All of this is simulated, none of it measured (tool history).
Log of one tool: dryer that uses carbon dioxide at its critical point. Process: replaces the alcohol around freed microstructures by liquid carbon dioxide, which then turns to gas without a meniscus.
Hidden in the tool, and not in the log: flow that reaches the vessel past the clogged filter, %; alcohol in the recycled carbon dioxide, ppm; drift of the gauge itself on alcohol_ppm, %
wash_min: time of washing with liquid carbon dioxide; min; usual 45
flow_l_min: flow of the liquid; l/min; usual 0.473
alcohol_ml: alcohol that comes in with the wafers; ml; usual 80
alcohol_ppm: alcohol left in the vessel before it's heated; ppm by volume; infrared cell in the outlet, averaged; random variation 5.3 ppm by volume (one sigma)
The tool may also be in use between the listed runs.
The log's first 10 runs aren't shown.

run   hour  wash_min  flow_l_min  alcohol_ml  hours of work since the filter was changed  hours of work since the purifier's bed was changed  alcohol_ppm
 11  138.8        45       0.473          80                                          49                                                 488          277
 12  153.5        39       0.473          80                                          61                                                 500          402
 13  162.8        39       0.473          80                                          68                                                 508          417
 14  179.0        39       0.473          80                                          81                                                 520          433
 15  196.8        45       0.371          80                                          95                                                 534          561
 16  212.7        56       0.387          80                                         108                                                 547          290
 17  228.5        50       0.569          24                                         120                                                 560          177
 18  243.6        50       0.569          24                                         132                                                 572          177
 19  257.5        50       0.569          24                                         143                                                 583          192
 20  265.4        53       0.336          51                                         150                                                 589          404
 21  276.3        30       0.599          33                                         158                                                 598          330
 22  292.6        30       0.599          33                                         171                                                 611          352
 23  303.7        30       0.599          33                                         180                                                 619          337
 24  317.1        64       0.785          95                                         191                                                 630          182
 25  332.1        45       0.473          55                                         203                                                 642          323
 26  343.1        45       0.440         115                                         211                                                 651          586
 27  351.4        45       0.440         115                                         218                                                 657          577
 28  359.6        45       0.652         115                                         224                                                 664          263
 29  370.8        45       0.524          80                                         233                                                 673          340
 30  388.0        50       0.435          80                                         247                                                 686          415

Forecast each of these 3 alternatives for the next run:
     403.6  -- inlet filter changed
  A  408.0        45       0.430          80                                           3                                                 701            ?
     403.6  -- inlet filter changed
  B  408.0        39       0.473          80                                           3                                                 701            ?
     403.6  -- inlet filter changed
  C  408.0        59       0.285          80                                           3                                                 701            ?

run  alcohol_ppm
  A          381
  B          426
  C          498
Without the tool's hidden state the same runs would have given:
run  alcohol_ppm
  A          169
  B          211
  C          282

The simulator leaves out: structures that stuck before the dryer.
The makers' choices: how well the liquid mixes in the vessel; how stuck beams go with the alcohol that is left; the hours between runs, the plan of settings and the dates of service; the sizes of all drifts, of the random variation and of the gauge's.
